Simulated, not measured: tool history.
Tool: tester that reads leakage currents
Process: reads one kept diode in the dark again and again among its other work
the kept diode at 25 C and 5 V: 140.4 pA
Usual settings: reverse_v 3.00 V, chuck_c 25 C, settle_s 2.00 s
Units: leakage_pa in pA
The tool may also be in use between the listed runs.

Run 1, day 0.000: usual settings. Result: leakage_pa 113.50 pA.
Run 2, day 9.062: usual settings. Result: leakage_pa 114.42 pA.
Run 3, day 18.875: usual settings but reverse_v 11.70 V. Result: leakage_pa 261.81 pA.
At day 22.700: tester calibrated.
At day 26.092: chuck's temperature calibrated.
Run 4, day 27.250: usual settings but settle_s 3.76 s. Result: leakage_pa 109.42 pA.
Run 5, day 37.904: usual settings but settle_s 3.76 s. Result: leakage_pa 111.20 pA.
Run 6, day 44.296: usual settings. Result: leakage_pa 112.46 pA.
At day 46.596: tester calibrated, once more.
Run 7, day 51.008: usual settings but chuck_c 44 C. Result: leakage_pa 417.39 pA.
Run 8, day 59.329: usual settings but settle_s 0.51 s. Result: leakage_pa 116.06 pA.
Run 9, day 66.538: usual settings but chuck_c 33 C. Result: leakage_pa 204.11 pA.
Run 10, day 75.667: usual settings but settle_s 3.65 s. Result: leakage_pa 117.04 pA.
Run 11, day 82.104: usual settings but settle_s 3.65 s. Result: leakage_pa 118.06 pA.
Run 12, day 89.121: usual settings but settle_s 3.65 s. Result: leakage_pa 119.35 pA.
Run 13, day 94.783: usual settings but reverse_v 7.58 V. Result: leakage_pa 211.93 pA.
At day 99.188: chuck's temperature calibrated.
Run 14, day 104.438: usual settings but reverse_v 7.58 V. Result: leakage_pa 196.95 pA.
Run 15, day 112.829: usual settings but reverse_v 7.58 V. Result: leakage_pa 199.93 pA.
Run 16, day 120.096: usual settings but reverse_v 7.58 V. Result: leakage_pa 203.17 pA.
Run 17, day 125.350: usual settings but reverse_v 7.58 V. Result: leakage_pa 203.64 pA.
Run 18, day 133.462: usual settings but reverse_v 7.58 V. Result: leakage_pa 207.02 pA.
Run 19, day 141.125: usual settings. Result: leakage_pa 118.83 pA.
Run 20, day 147.196: usual settings. Result: leakage_pa 119.76 pA.
Run 21, day 156.158: usual settings. Result: leakage_pa 121.15 pA.
Run 22, day 165.800: usual settings but reverse_v 4.41 V, chuck_c 33 C, settle_s 4.32 s. Result: leakage_pa 268.26 pA.
Run 23, day 170.171: usual settings but reverse_v 14.71 V, chuck_c 26 C, settle_s 8.96 s. Result: leakage_pa 353.75 pA.
At day 172.496: chuck's temperature calibrated.
Run 24, day 178.625: usual settings but reverse_v 14.71 V, chuck_c 37 C, settle_s 8.96 s. Result: leakage_pa 671.66 pA.
Run 25, day 183.329: usual settings but reverse_v 5.30 V, chuck_c 36 C. Result: leakage_pa 344.27 pA.
Run 26, day 187.754: usual settings but reverse_v 5.30 V, chuck_c 36 C. Result: leakage_pa 347.10 pA.
At day 189.083: probe card cleaned and baked.
Run 27, day 193.142: usual settings but chuck_c 50 C, settle_s 0.30 s. Result: leakage_pa 609.26 pA.
Run 28, day 202.646: usual settings but chuck_c 50 C, settle_s 0.30 s. Result: leakage_pa 616.45 pA.
Run 29, day 209.050: usual settings but reverse_v 8.19 V, chuck_c 29 C, settle_s 0.99 s. Result: leakage_pa 270.58 pA.
Run 30, day 216.279: usual settings but settle_s 5.60 s. Result: leakage_pa 111.88 pA.
Run 31, day 226.404: usual settings but settle_s 5.60 s. Result: leakage_pa 114.10 pA.
Run 32, day 233.225: usual settings but settle_s 5.60 s. Result: leakage_pa 116.05 pA.
Run 33, day 239.383: usual settings but settle_s 5.60 s. Result: leakage_pa 116.94 pA.
At day 245.962: chuck's temperature calibrated.
Run 34, day 247.700: usual settings but reverse_v 18.22 V. Result: leakage_pa 314.56 pA.
Run 35, day 256.600: usual settings but reverse_v 18.22 V. Result: leakage_pa 321.45 pA.
Run 36, day 266.988: usual settings but reverse_v 7.86 V, settle_s 1.09 s. Result: leakage_pa 196.95 pA.
Run 37, day 274.475: usual settings but reverse_v 14.97 V, chuck_c 26 C, settle_s 0.83 s. Result: leakage_pa 317.80 pA.
Run 38, day 284.700: usual settings but reverse_v 14.97 V, chuck_c 27 C, settle_s 0.40 s. Result: leakage_pa 352.94 pA.
Run 39, day 293.175: usual settings but reverse_v 14.97 V, chuck_c 27 C, settle_s 0.40 s. Result: leakage_pa 361.29 pA.
Run 40, day 300.867: usual settings but reverse_v 14.97 V, chuck_c 27 C, settle_s 0.40 s. Result: leakage_pa 363.49 pA.

Forecast each of these 3 alternatives for the next run:
Run A, day 307.133: usual settings but reverse_v 1.45 V, settle_s 0.40 s. Result: leakage_pa ?.
Run B, day 307.133: usual settings but reverse_v 9.12 V. Result: leakage_pa ?.
Run C, day 307.133: usual settings but reverse_v 14.97 V, chuck_c 29 C, settle_s 0.66 s. Result: leakage_pa ?.

run  leakage_pa
  A       77.61
  B      231.20
  C      415.69
Without the tool's hidden state the same runs would have given:
run  leakage_pa
  A       69.77
  B      200.87
  C      364.25
